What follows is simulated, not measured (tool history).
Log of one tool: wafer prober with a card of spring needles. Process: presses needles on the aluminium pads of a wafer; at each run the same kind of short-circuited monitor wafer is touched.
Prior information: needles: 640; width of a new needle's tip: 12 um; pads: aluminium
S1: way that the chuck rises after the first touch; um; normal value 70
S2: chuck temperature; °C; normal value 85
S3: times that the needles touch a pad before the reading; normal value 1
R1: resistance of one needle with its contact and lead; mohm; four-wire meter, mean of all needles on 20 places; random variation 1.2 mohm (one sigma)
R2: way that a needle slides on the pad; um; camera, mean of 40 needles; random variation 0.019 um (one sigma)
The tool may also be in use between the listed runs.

run   hour  S1  S2  S3   R1     R2
  1    0.0  70  85   1  247  11.22
      14.1  -- tips cleaned on abrasive film
      32.0  -- tips cleaned on abrasive film
  2   34.5  70  85   1  246  11.17
      50.6  -- tips cleaned on abrasive film
  3   55.0  70  85   1  248  11.22
      70.3  -- tips cleaned on abrasive film
  4   83.3  70  85   1  247  11.17
      90.5  -- tips cleaned on abrasive film
     110.7  -- tips cleaned on abrasive film
  5  127.2  70  85   1  246  11.19
     129.3  -- tips cleaned on abrasive film
     150.5  -- tips cleaned on abrasive film
     150.8  -- height of the first contact set anew
     169.9  -- tips cleaned on abrasive film
  6  171.7  70  85   1  245  11.17
     188.3  -- tips cleaned on abrasive film
     207.2  -- tips cleaned on abrasive film
  7  214.7  70  85   1  246  11.15
     229.3  -- tips cleaned on abrasive film
  8  234.1  70  85   1  249  11.18
     248.8  -- tips cleaned on abrasive film
  9  259.4  70  85   1  245  11.19
     267.7  -- tips cleaned on abrasive film
     286.5  -- tips cleaned on abrasive film
 10  300.6  70  85   1  247  11.11
     304.8  -- tips cleaned on abrasive film
     322.7  -- tips cleaned on abrasive film
 11  323.5  70  39   1  235  11.14
     343.2  -- tips cleaned on abrasive film
 12  356.9  70  39   1  234  11.17
     364.4  -- tips cleaned on abrasive film
     384.7  -- tips cleaned on abrasive film
 13  388.5  67  39   1  235  10.65
     406.1  -- tips cleaned on abrasive film
     424.9  -- tips cleaned on abrasive film
 14  434.5  68  39   2  235  10.81
     445.3  -- tips cleaned on abrasive film
     465.3  -- tips cleaned on abrasive film
 15  471.1  68  39   2  236  10.81
     485.7  -- tips cleaned on abrasive film
     504.2  -- tips cleaned on abrasive film
 16  516.0  68  39   2  237  10.78
     524.7  -- tips cleaned on abrasive film
     543.8  -- tips cleaned on abrasive film
 17  561.3  68  39   2  239  10.74
     565.3  -- tips cleaned on abrasive film
     583.7  -- tips cleaned on abrasive film
 18  595.6  70  67   2  243  11.10
     602.0  -- tips cleaned on abrasive film
     621.7  -- tips cleaned on abrasive film
     622.0  -- height of the first contact set anew
 19  626.8  70  67   2  242  11.11
     640.8  -- tips cleaned on abrasive film
     659.9  -- tips cleaned on abrasive film
 20  659.9  70  81   1  246  11.11
     679.6  -- tips cleaned on abrasive film
     698.3  -- tips cleaned on abrasive film
 21  701.4  80  85   2  245  12.69
     719.0  -- tips cleaned on abrasive film
     737.4  -- tips cleaned on abrasive film
 22  740.0  80  85   2  244  12.68

Predict each of these 5 candidate next runs independently; none follows another, all start after run 22:
     757.5  -- tips cleaned on abrasive film
  A  760.3  63  85   2   ?   ?
     757.5  -- tips cleaned on abrasive film
  B  760.3  81  58   2   ?   ?
     757.5  -- tips cleaned on abrasive film
  C  760.3  76  86   3   ?   ?
     757.5  -- tips cleaned on abrasive film
  D  760.3  88  89   2   ?   ?
     757.5  -- tips cleaned on abrasive film
  E  760.3  78  92   3   ?   ?

run   R1     R2
  A  247   9.96
  B  239  12.82
  C  246  12.01
  D  248  13.88
  E  247  12.35
Without the tool's unlogged condition, the same runs would have read:
run   R1     R2
  A  246  10.10
  B  239  12.98
  C  246  12.17
  D  248  14.06
  E  247  12.51

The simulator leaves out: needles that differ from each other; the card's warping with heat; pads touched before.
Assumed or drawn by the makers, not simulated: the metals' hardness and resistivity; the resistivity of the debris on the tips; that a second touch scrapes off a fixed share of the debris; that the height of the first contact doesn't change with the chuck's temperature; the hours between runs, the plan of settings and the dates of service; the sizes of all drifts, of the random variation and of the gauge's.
